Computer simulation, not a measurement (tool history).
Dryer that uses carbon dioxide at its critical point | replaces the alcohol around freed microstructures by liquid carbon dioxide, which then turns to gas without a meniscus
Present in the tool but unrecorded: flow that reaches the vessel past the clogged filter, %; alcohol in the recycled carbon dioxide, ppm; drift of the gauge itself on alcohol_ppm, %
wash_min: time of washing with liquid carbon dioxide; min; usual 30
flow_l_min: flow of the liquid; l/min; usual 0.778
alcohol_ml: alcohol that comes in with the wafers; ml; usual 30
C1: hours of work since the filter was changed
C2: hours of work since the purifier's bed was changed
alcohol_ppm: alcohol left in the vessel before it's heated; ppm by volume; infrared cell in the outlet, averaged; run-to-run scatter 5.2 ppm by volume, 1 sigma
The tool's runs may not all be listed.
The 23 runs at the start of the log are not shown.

run 24 hour=851.5 | wash_min=30 flow_l_min=1.007 alcohol_ml=30 | C1=225 C2=149 | alcohol_ppm=53
run 25 hour=904.9 | wash_min=26 flow_l_min=0.797 alcohol_ml=77 | C1=252 C2=175 | alcohol_ppm=480
run 26 hour=952.4 | wash_min=19 flow_l_min=0.778 alcohol_ml=99 | C1=275 C2=199 | alcohol_ppm=1797
-- hour=984.8 inlet filter changed
run 27 hour=992.3 | wash_min=24 flow_l_min=0.712 alcohol_ml=31 | C1=4 C2=218 | alcohol_ppm=313
run 28 hour=1046.1 | wash_min=24 flow_l_min=0.712 alcohol_ml=31 | C1=30 C2=245 | alcohol_ppm=334
run 29 hour=1093.7 | wash_min=21 flow_l_min=0.778 alcohol_ml=33 | C1=54 C2=268 | alcohol_ppm=411
run 30 hour=1147.4 | wash_min=21 flow_l_min=0.778 alcohol_ml=33 | C1=81 C2=295 | alcohol_ppm=422
run 31 hour=1175.1 | wash_min=46 flow_l_min=0.778 alcohol_ml=50 | C1=94 C2=309 | alcohol_ppm=63
run 32 hour=1201.0 | wash_min=19 flow_l_min=0.778 alcohol_ml=32 | C1=107 C2=322 | alcohol_ppm=561
run 33 hour=1236.2 | wash_min=19 flow_l_min=0.778 alcohol_ml=32 | C1=125 C2=339 | alcohol_ppm=565
run 34 hour=1269.3 | wash_min=19 flow_l_min=0.778 alcohol_ml=33 | C1=141 C2=355 | alcohol_ppm=584
run 35 hour=1319.8 | wash_min=20 flow_l_min=1.117 alcohol_ml=26 | C1=166 C2=380 | alcohol_ppm=147
run 36 hour=1350.1 | wash_min=20 flow_l_min=1.117 alcohol_ml=26 | C1=181 C2=395 | alcohol_ppm=166
run 37 hour=1389.4 | wash_min=20 flow_l_min=1.117 alcohol_ml=26 | C1=200 C2=415 | alcohol_ppm=161
run 38 hour=1438.5 | wash_min=20 flow_l_min=1.117 alcohol_ml=26 | C1=225 C2=439 | alcohol_ppm=168
run 39 hour=1492.4 | wash_min=44 flow_l_min=1.004 alcohol_ml=20 | C1=251 C2=466 | alcohol_ppm=51
run 40 hour=1519.8 | wash_min=44 flow_l_min=1.004 alcohol_ml=20 | C1=265 C2=479 | alcohol_ppm=57
run 41 hour=1550.5 | wash_min=30 flow_l_min=0.482 alcohol_ml=49 | C1=280 C2=495 | alcohol_ppm=1062
-- hour=1571.9 inlet filter changed
run 42 hour=1591.6 | wash_min=42 flow_l_min=0.482 alcohol_ml=49 | C1=10 C2=514 | alcohol_ppm=351
run 43 hour=1638.1 | wash_min=25 flow_l_min=0.482 alcohol_ml=22 | C1=33 C2=538 | alcohol_ppm=655
run 44 hour=1685.6 | wash_min=46 flow_l_min=0.894 alcohol_ml=30 | C1=56 C2=561 | alcohol_ppm=83
run 45 hour=1722.5 | wash_min=23 flow_l_min=0.641 alcohol_ml=84 | C1=75 C2=579 | alcohol_ppm=1438
run 46 hour=1756.5 | wash_min=43 flow_l_min=1.109 alcohol_ml=102 | C1=91 C2=596 | alcohol_ppm=83
run 47 hour=1786.5 | wash_min=26 flow_l_min=0.767 alcohol_ml=66 | C1=106 C2=611 | alcohol_ppm=479

Each row is a separate what-if for the run after 47, all from the same tool condition, not one after another. Results?
run A hour=1840.3 | wash_min=42 flow_l_min=0.767 alcohol_ml=22 | C1=133 C2=638 | alcohol_ppm=?
run B hour=1840.3 | wash_min=26 flow_l_min=0.767 alcohol_ml=38 | C1=133 C2=638 | alcohol_ppm=?
run C hour=1840.3 | wash_min=46 flow_l_min=1.034 alcohol_ml=30 | C1=133 C2=638 | alcohol_ppm=?
run D hour=1840.3 | wash_min=46 flow_l_min=0.778 alcohol_ml=30 | C1=133 C2=638 | alcohol_ppm=?

run=A alcohol_ppm=98
run=B alcohol_ppm=321
run=C alcohol_ppm=88
run=D alcohol_ppm=99
Take away the tool's hidden state, keep each run's random variation, and the runs would have read:
run=A alcohol_ppm=16
run=B alcohol_ppm=203
run=C alcohol_ppm=7
run=D alcohol_ppm=18
